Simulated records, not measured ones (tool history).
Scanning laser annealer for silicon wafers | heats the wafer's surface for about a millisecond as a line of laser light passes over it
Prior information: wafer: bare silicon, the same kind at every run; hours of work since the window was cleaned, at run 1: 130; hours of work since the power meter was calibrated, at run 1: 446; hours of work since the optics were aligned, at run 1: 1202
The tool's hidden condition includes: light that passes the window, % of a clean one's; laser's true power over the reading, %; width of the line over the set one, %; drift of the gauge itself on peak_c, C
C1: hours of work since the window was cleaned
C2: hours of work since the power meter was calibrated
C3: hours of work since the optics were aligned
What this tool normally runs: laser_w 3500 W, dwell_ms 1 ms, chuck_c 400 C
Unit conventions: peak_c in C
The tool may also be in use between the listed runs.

run 1 day=0 | laser_w=3500 dwell_ms=1 chuck_c=400 | C1=130 C2=446 C3=1202 | peak_c=1180
run 2 day=0.767 | laser_w=3500 dwell_ms=1 chuck_c=400 | C1=139 C2=455 C3=1211 | peak_c=1185
run 3 day=1.621 | laser_w=3165 dwell_ms=1 chuck_c=400 | C1=149 C2=465 C3=1220 | peak_c=1105
run 4 day=2.45 | laser_w=3165 dwell_ms=1 chuck_c=402 | C1=158 C2=474 C3=1230 | peak_c=1110
run 5 day=3.158 | laser_w=3165 dwell_ms=1 chuck_c=402 | C1=167 C2=482 C3=1238 | peak_c=1104
run 6 day=3.817 | laser_w=3500 dwell_ms=0.97 chuck_c=400 | C1=174 C2=490 C3=1246 | peak_c=1167
run 7 day=4.379 | laser_w=3500 dwell_ms=0.97 chuck_c=400 | C1=181 C2=496 C3=1252 | peak_c=1167
run 8 day=4.958 | laser_w=3500 dwell_ms=0.97 chuck_c=400 | C1=187 C2=503 C3=1259 | peak_c=1166
run 9 day=5.425 | laser_w=3500 dwell_ms=0.97 chuck_c=400 | C1=193 C2=508 C3=1264 | peak_c=1163
run 10 day=5.975 | laser_w=3500 dwell_ms=1 chuck_c=434 | C1=199 C2=515 C3=1270 | peak_c=1213
run 11 day=6.867 | laser_w=3500 dwell_ms=1.24 chuck_c=400 | C1=209 C2=525 C3=1281 | peak_c=1282
run 12 day=7.838 | laser_w=3500 dwell_ms=0.72 chuck_c=400 | C1=220 C2=536 C3=1292 | peak_c=1043
run 13 day=8.904 | laser_w=3500 dwell_ms=0.92 chuck_c=387 | C1=233 C2=548 C3=1304 | peak_c=1127
run 14 day=9.817 | laser_w=3152 dwell_ms=0.97 chuck_c=377 | C1=243 C2=559 C3=1314 | peak_c=1061
run 15 day=10.829 | laser_w=3500 dwell_ms=0.92 chuck_c=438 | C1=255 C2=570 C3=1326 | peak_c=1177
run 16 day=11.496 | laser_w=3705 dwell_ms=0.76 chuck_c=400 | C1=262 C2=578 C3=1334 | peak_c=1101
run 17 day=12.462 | laser_w=3437 dwell_ms=1 chuck_c=436 | C1=273 C2=589 C3=1345 | peak_c=1196
run 18 day=13.104 | laser_w=3437 dwell_ms=1 chuck_c=436 | C1=281 C2=596 C3=1352 | peak_c=1194

Consider 5 possible next runs. They are alternatives, not a sequence: every one starts from the tool as it was left by run 18. What does each give?
run A day=13.625 | laser_w=3671 dwell_ms=0.98 chuck_c=363 | C1=287 C2=602 C3=1358 | peak_c=?
run B day=13.625 | laser_w=3500 dwell_ms=1 chuck_c=379 | C1=287 C2=602 C3=1358 | peak_c=?
run C day=13.625 | laser_w=3530 dwell_ms=1.11 chuck_c=378 | C1=287 C2=602 C3=1358 | peak_c=?
run D day=13.625 | laser_w=3393 dwell_ms=1 chuck_c=436 | C1=287 C2=602 C3=1358 | peak_c=?
run E day=13.625 | laser_w=3184 dwell_ms=0.9 chuck_c=436 | C1=287 C2=602 C3=1358 | peak_c=?

run=A peak_c=1162
run=B peak_c=1147
run=C peak_c=1208
run=D peak_c=1185
run=E peak_c=1094
With no hidden state in the tool, these same runs would have given:
run=A peak_c=1192
run=B peak_c=1176
run=C peak_c=1239
run=D peak_c=1212
run=E peak_c=1118
